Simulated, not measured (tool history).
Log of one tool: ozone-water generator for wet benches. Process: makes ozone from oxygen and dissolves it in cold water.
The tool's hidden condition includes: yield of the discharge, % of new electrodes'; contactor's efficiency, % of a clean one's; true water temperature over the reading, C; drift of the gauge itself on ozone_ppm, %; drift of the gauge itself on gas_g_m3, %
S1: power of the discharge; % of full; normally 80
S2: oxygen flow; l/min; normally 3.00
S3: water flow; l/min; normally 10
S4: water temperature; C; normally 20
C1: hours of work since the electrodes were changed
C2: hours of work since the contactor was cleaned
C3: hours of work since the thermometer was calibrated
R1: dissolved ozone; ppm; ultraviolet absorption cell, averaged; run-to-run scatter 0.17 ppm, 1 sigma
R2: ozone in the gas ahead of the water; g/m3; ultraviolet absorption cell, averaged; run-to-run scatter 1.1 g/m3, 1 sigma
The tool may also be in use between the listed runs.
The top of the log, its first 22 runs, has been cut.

run	day	S1	S2	S3	S4	C1	C2	C3	R1	R2
23	110.900	59	5.35	14	27	4552	462	3741	11.2	104.1
24	113.804	52	4.64	13	18	4605	514	3793	12.7	99.4
# day 118.529: contactor cleaned, once more
25	118.742	44	3.97	11	21	4691	4	3880	12.0	92.3
26	124.429	44	3.97	11	21	4794	107	3982	12.0	91.7
27	128.804	44	3.97	11	21	4873	186	4061	11.9	90.9
28	132.304	80	2.24	10	20	4936	249	4125	18.9	180.5
29	136.717	43	2.98	9	15	5016	329	4204	14.4	100.1
30	143.442	43	3.29	9	15	5137	450	4326	14.7	94.2
31	147.646	43	3.29	9	15	5213	526	4402	14.5	97.1
# day 150.279: water thermometer calibrated
32	153.192	95	3.00	7	14	5313	626	53	31.4	179.4
33	156.950	80	3.56	10	20	5381	694	121	19.9	147.6

Consider 3 possible next runs. They are alternatives, not a sequence: every one starts from the tool as it was left by run 33. What does each give?
A	162.842	85	3.56	15	25	5488	801	227	?	?
B	162.842	82	2.75	10	20	5488	801	227	?	?
C	162.842	92	1.92	10	15	5488	801	227	?	?

run	R1	R2
A	14.4	154.6
B	19.9	165.1
C	21.1	206.7
With no hidden state in the tool, these same runs would have given:
run	R1	R2
A	17.6	187.2
B	24.2	198.7
C	26.0	252.8

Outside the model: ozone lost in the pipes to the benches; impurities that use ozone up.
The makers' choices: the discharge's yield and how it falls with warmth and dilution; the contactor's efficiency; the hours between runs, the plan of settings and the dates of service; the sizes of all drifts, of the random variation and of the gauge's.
